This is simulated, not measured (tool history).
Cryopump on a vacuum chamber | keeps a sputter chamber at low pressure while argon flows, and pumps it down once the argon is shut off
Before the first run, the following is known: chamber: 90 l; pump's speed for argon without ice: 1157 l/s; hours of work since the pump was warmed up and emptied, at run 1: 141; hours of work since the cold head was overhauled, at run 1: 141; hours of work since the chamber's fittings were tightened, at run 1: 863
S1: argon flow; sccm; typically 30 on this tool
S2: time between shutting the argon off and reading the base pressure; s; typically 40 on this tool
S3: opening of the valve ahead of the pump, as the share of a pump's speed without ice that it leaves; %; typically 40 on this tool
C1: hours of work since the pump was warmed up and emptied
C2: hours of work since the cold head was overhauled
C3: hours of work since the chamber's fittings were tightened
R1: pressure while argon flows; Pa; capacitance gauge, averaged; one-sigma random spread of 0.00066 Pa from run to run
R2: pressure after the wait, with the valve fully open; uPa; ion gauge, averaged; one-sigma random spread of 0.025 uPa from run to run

run	hour	S1	S2	S3	C1	C2	C3	R1	R2
1	0	30	40	40	141	141	863	0.1114	2.39
2	11.8	30	40	40	149	149	870	0.1124	2.46
3	18.4	30	40	40	153	153	874	0.1128	2.47
4	25.7	30	40	40	157	157	879	0.1119	2.51
5	32.8	30	40	40	162	162	883	0.1114	2.48
6	39.8	30	40	40	166	166	887	0.1131	2.49
7	48	30	40	40	171	171	893	0.1123	2.5
8	56.2	30	40	25	176	176	898	0.1775	2.57
9	63.5	30	65	40	181	181	902	0.1131	2.24
10	73.2	26	40	40	187	187	908	0.0973	2.55
11	88.3	26	40	40	196	196	917	0.0969	2.55
12	103.7	30	40	40	206	206	927	0.1126	2.66
13	110.6	30	40	40	210	210	931	0.1142	2.6
14	120.3	30	40	40	216	216	937	0.1137	2.66
15	132.4	30	40	40	223	223	945	0.113	2.62
16	138.9	30	40	40	227	227	949	0.1137	2.62
17	146.5	50	36	40	232	232	954	0.1882	2.78
18	157.7	50	36	40	239	239	961	0.1896	2.83
19	169.5	50	36	40	246	246	968	0.1905	2.73
20	183.9	50	291	21	255	255	977	0.3538	2.13
21	193.9	50	291	21	261	261	983	0.3573	2.14
22	203.2	50	291	21	267	267	989	0.3539	2.15
23	216.1	12	290	41	275	275	997	0.044	2.18
24	225.5	21	96	27	281	281	1003	0.1173	2.41
25	235.4	21	96	39	287	287	1009	0.0833	2.42
26	244.3	23	74	21	293	293	1014	0.1635	2.46
27	252	23	74	21	297	297	1019	0.1648	2.44
28	264.8	23	74	21	305	305	1027	0.164	2.52
29	271.6	30	137	40	310	310	1031	0.1151	2.34
30	283.5	30	137	26	317	317	1038	0.1748	2.44
31	289.7	30	137	26	321	321	1042	0.1746	2.48

Hidden state or all else? Some run-to-run changes of R1, split into what the settings, what came in and random variation would give without the hidden state, and what is left for the hidden state (with any gauge scatter that isn't in both results):
The hidden state here: pump's speed, % of a pump's without ice; cold plate's temperature, K; leak into the chamber, uPa l/s; drift of the gauge itself on working_pa, %; drift of the gauge itself on base_upa, %.
Run 16 -> 17: S1 30 -> 50, S2 40 -> 36. R1 +0.0745 Pa: hidden state +0.0028, all else +0.0717.
Run 19 -> 20: S2 36 -> 291, S3 40 -> 21. R1 +0.1633 Pa: hidden state +0.0003, all else +0.163.
Run 22 -> 23: S1 50 -> 12, S2 291 -> 290, S3 21 -> 41. R1 -0.3099 Pa: hidden state -0.0061, all else -0.3038.
Run 23 -> 24: S1 12 -> 21, S2 290 -> 96, S3 41 -> 27. R1 +0.0733 Pa: hidden state +0.0016, all else +0.0717.
Run 25 -> 26: S1 21 -> 23, S2 96 -> 74, S3 39 -> 21. R1 +0.0802 Pa: hidden state +0.0004, all else +0.0798.
